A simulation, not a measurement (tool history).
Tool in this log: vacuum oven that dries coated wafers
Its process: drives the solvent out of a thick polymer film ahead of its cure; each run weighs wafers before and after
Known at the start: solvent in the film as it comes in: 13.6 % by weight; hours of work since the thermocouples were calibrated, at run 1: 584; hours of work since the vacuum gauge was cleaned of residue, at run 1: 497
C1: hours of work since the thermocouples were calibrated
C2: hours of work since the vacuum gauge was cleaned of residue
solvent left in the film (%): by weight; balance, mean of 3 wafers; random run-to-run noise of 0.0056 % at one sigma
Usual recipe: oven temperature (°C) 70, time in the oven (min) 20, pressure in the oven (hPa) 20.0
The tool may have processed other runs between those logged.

{"run": 1, "hour": 0.0, "oven temperature (°C)": 70, "time in the oven (min)": 20, "pressure in the oven (hPa)": 20.0, "C1": 584, "C2": 497, "solvent left in the film (%)": 1.883}
{"run": 2, "hour": 14.3, "oven temperature (°C)": 70, "time in the oven (min)": 20, "pressure in the oven (hPa)": 20.0, "C1": 591, "C2": 504, "solvent left in the film (%)": 1.884}
{"run": 3, "hour": 38.7, "oven temperature (°C)": 70, "time in the oven (min)": 20, "pressure in the oven (hPa)": 27.3, "C1": 602, "C2": 515, "solvent left in the film (%)": 2.303}
{"run": 4, "hour": 56.0, "oven temperature (°C)": 70, "time in the oven (min)": 20, "pressure in the oven (hPa)": 27.3, "C1": 610, "C2": 523, "solvent left in the film (%)": 2.293}
{"run": 5, "hour": 72.5, "oven temperature (°C)": 68, "time in the oven (min)": 20, "pressure in the oven (hPa)": 20.0, "C1": 618, "C2": 531, "solvent left in the film (%)": 2.16}
{"run": 6, "hour": 86.6, "oven temperature (°C)": 68, "time in the oven (min)": 20, "pressure in the oven (hPa)": 20.0, "C1": 624, "C2": 537, "solvent left in the film (%)": 2.164}
{"run": 7, "hour": 114.3, "oven temperature (°C)": 70, "time in the oven (min)": 20, "pressure in the oven (hPa)": 29.5, "C1": 637, "C2": 550, "solvent left in the film (%)": 2.431}
{"run": 8, "hour": 126.0, "oven temperature (°C)": 70, "time in the oven (min)": 20, "pressure in the oven (hPa)": 29.5, "C1": 643, "C2": 556, "solvent left in the film (%)": 2.412}
{"run": 9, "hour": 152.2, "oven temperature (°C)": 70, "time in the oven (min)": 20, "pressure in the oven (hPa)": 31.9, "C1": 655, "C2": 568, "solvent left in the film (%)": 2.552}
{"run": 10, "hour": 168.7, "oven temperature (°C)": 78, "time in the oven (min)": 20, "pressure in the oven (hPa)": 20.0, "C1": 662, "C2": 575, "solvent left in the film (%)": 1.097}
{"run": 11, "hour": 182.8, "oven temperature (°C)": 70, "time in the oven (min)": 20, "pressure in the oven (hPa)": 20.5, "C1": 669, "C2": 582, "solvent left in the film (%)": 1.909}
{"run": 12, "hour": 199.3, "oven temperature (°C)": 70, "time in the oven (min)": 20, "pressure in the oven (hPa)": 20.0, "C1": 677, "C2": 590, "solvent left in the film (%)": 1.887}
{"run": 13, "hour": 211.5, "oven temperature (°C)": 70, "time in the oven (min)": 10, "pressure in the oven (hPa)": 20.0, "C1": 682, "C2": 595, "solvent left in the film (%)": 3.746}
{"hour": 214.8, "done": "oven's thermocouples calibrated"}
{"run": 14, "hour": 235.4, "oven temperature (°C)": 70, "time in the oven (min)": 10, "pressure in the oven (hPa)": 65.1, "C1": 10, "C2": 605, "solvent left in the film (%)": 5.854}
{"run": 15, "hour": 262.0, "oven temperature (°C)": 70, "time in the oven (min)": 10, "pressure in the oven (hPa)": 65.1, "C1": 22, "C2": 618, "solvent left in the film (%)": 5.839}
{"hour": 279.1, "done": "oven's thermocouples calibrated, once more"}
{"run": 16, "hour": 285.1, "oven temperature (°C)": 66, "time in the oven (min)": 28, "pressure in the oven (hPa)": 78.3, "C1": 3, "C2": 628, "solvent left in the film (%)": 6.164}
{"run": 17, "hour": 305.7, "oven temperature (°C)": 81, "time in the oven (min)": 27, "pressure in the oven (hPa)": 11.0, "C1": 12, "C2": 637, "solvent left in the film (%)": 0.53}
{"run": 18, "hour": 322.0, "oven temperature (°C)": 70, "time in the oven (min)": 12, "pressure in the oven (hPa)": 20.0, "C1": 20, "C2": 645, "solvent left in the film (%)": 3.344}
{"run": 19, "hour": 348.8, "oven temperature (°C)": 60, "time in the oven (min)": 12, "pressure in the oven (hPa)": 11.3, "C1": 32, "C2": 657, "solvent left in the film (%)": 4.969}
{"run": 20, "hour": 361.3, "oven temperature (°C)": 70, "time in the oven (min)": 20, "pressure in the oven (hPa)": 19.4, "C1": 38, "C2": 663, "solvent left in the film (%)": 1.985}
{"run": 21, "hour": 385.4, "oven temperature (°C)": 70, "time in the oven (min)": 10, "pressure in the oven (hPa)": 41.5, "C1": 49, "C2": 674, "solvent left in the film (%)": 5.012}
{"run": 22, "hour": 409.3, "oven temperature (°C)": 67, "time in the oven (min)": 27, "pressure in the oven (hPa)": 15.3, "C1": 60, "C2": 685, "solvent left in the film (%)": 1.641}
{"run": 23, "hour": 427.1, "oven temperature (°C)": 67, "time in the oven (min)": 27, "pressure in the oven (hPa)": 15.3, "C1": 69, "C2": 694, "solvent left in the film (%)": 1.638}
{"run": 24, "hour": 439.0, "oven temperature (°C)": 67, "time in the oven (min)": 27, "pressure in the oven (hPa)": 15.3, "C1": 74, "C2": 699, "solvent left in the film (%)": 1.639}
{"run": 25, "hour": 463.4, "oven temperature (°C)": 63, "time in the oven (min)": 14, "pressure in the oven (hPa)": 67.6, "C1": 86, "C2": 710, "solvent left in the film (%)": 7.471}
{"run": 26, "hour": 475.3, "oven temperature (°C)": 70, "time in the oven (min)": 24, "pressure in the oven (hPa)": 59.2, "C1": 91, "C2": 716, "solvent left in the film (%)": 4.109}
{"run": 27, "hour": 497.1, "oven temperature (°C)": 56, "time in the oven (min)": 36, "pressure in the oven (hPa)": 17.4, "C1": 101, "C2": 726, "solvent left in the film (%)": 3.017}

Difference, measured minus no-hidden-state, one row per run. Run-to-run variation is common to both terms; the gauge's own scatter need not be:
Hidden state present: true wafer temperature over the reading, C; true pressure over the reading, kPa; drift of the gauge itself on solvent_pct, %.
run=1 solvent_left_in_the_film_(%)=-0.027
run=2 solvent_left_in_the_film_(%)=-0.027
run=3 solvent_left_in_the_film_(%)=-0.039
run=4 solvent_left_in_the_film_(%)=-0.038
run=5 solvent_left_in_the_film_(%)=-0.034
run=6 solvent_left_in_the_film_(%)=-0.034
run=7 solvent_left_in_the_film_(%)=-0.041
run=8 solvent_left_in_the_film_(%)=-0.041
run=9 solvent_left_in_the_film_(%)=-0.044
run=10 solvent_left_in_the_film_(%)=+0.004
run=11 solvent_left_in_the_film_(%)=-0.026
run=12 solvent_left_in_the_film_(%)=-0.024
run=13 solvent_left_in_the_film_(%)=-0.098
run=14 solvent_left_in_the_film_(%)=-0.186
run=15 solvent_left_in_the_film_(%)=-0.187
run=16 solvent_left_in_the_film_(%)=+0.171
run=17 solvent_left_in_the_film_(%)=+0.068
run=18 solvent_left_in_the_film_(%)=+0.122
run=19 solvent_left_in_the_film_(%)=+0.152
run=20 solvent_left_in_the_film_(%)=+0.122
run=21 solvent_left_in_the_film_(%)=+0.123
run=22 solvent_left_in_the_film_(%)=+0.135
run=23 solvent_left_in_the_film_(%)=+0.136
run=24 solvent_left_in_the_film_(%)=+0.136
run=25 solvent_left_in_the_film_(%)=+0.163
run=26 solvent_left_in_the_film_(%)=+0.135
run=27 solvent_left_in_the_film_(%)=+0.219
